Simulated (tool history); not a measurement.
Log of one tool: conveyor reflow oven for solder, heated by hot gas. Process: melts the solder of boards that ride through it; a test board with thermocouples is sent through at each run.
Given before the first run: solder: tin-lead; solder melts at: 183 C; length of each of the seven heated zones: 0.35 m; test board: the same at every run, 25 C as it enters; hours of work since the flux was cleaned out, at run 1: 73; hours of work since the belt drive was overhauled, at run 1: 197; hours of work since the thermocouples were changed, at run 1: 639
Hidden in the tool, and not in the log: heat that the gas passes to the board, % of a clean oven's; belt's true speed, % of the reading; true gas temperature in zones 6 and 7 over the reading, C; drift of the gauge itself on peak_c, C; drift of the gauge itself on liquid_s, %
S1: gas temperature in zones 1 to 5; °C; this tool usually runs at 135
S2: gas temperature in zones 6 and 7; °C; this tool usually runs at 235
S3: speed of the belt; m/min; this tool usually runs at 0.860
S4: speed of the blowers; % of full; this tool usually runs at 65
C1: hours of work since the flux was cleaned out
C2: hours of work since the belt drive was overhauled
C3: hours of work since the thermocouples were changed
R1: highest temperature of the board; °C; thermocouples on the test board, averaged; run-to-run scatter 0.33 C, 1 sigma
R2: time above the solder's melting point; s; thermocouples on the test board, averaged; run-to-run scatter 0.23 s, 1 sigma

run     day   S1   S2     S3  S4   C1   C2   C3     R1    R2
  1   0.000  135  235  0.860  65   73  197  639  213.7  33.6
  2   1.096  135  234  0.860  65   91  215  657  213.4  33.4
  3   1.671  135  235  0.986  65  100  225  666  209.2  26.1
  4   2.517  135  235  0.986  65  114  238  680  208.9  26.1
  5   3.279  135  235  0.986  65  126  251  692  209.1  26.0
  6   4.229  135  235  0.986  65  141  266  708  209.0  26.2
  7   5.162  135  235  0.986  65  157  281  723  209.1  25.9
  8   5.783  135  235  0.986  65  167  291  733  208.4  26.0
  9   6.721  135  235  0.986  65  182  306  748  209.3  26.3
 10   7.338  135  227  0.860  65  192  317  758  208.0  29.5
 11   7.808  135  227  0.860  65  200  324  766  206.9  29.6
 12   8.829  135  227  0.860  65  216  341  783  207.4  29.7
 13   9.704  135  235  0.860  65  230  355  797  214.2  34.0
     10.371  -- thermocouples of zones 6 and 7 changed
 14  10.504  135  226  0.860  65  242  367    2  206.3  28.9
 15  11.129  135  226  0.860  65  252  377   12  207.2  29.3
 16  11.779  135  226  0.860  65  263  387   23  207.2  29.6
 17  12.838  135  248  0.942  65  280  405   40  221.1  33.8
 18  13.900  141  235  0.860  85  297  422   57  221.1  39.6
 19  14.846  135  236  0.990  54  312  437   73  203.9  21.8
 20  15.904  135  235  0.891  65  330  454   90  213.2  31.7
     16.167  -- flux residue cleaned out of gas plates and filters
 21  16.958  135  235  0.891  65   13  468  104  213.7  31.6
 22  17.512  135  235  0.891  65   22  477  113  212.9  31.7
 23  18.617  139  226  0.898  65   40  495  131  206.5  28.1
 24  19.250  139  226  0.898  65   50  505  141  206.1  27.8
 25  20.088  139  226  0.898  65   64  519  154  206.4  27.9
 26  21.179  127  239  0.822  72   81  537  172  220.6  37.3
 27  21.671  145  232  0.806  65   89  545  180  215.8  40.0
 28  22.775  145  232  0.806  65  107  563  198  216.0  39.6
 29  23.467  145  232  0.806  65  119  574  209  215.5  39.9

Hidden condition of the tool, last listed run before each entry between runs versus first listed run after:
Runs 13 to 14: thermocouples of zones 6 and 7 changed (day 10.371)
  heat that the gas passes to the board, % of a clean oven's: 99.6 -> 99.5; true gas temperature in zones 6 and 7 over the reading, C: -0.04 -> 0.01
Runs 20 to 21: flux residue cleaned out of gas plates and filters (day 16.167)
  heat that the gas passes to the board, % of a clean oven's: 99.4 -> 100

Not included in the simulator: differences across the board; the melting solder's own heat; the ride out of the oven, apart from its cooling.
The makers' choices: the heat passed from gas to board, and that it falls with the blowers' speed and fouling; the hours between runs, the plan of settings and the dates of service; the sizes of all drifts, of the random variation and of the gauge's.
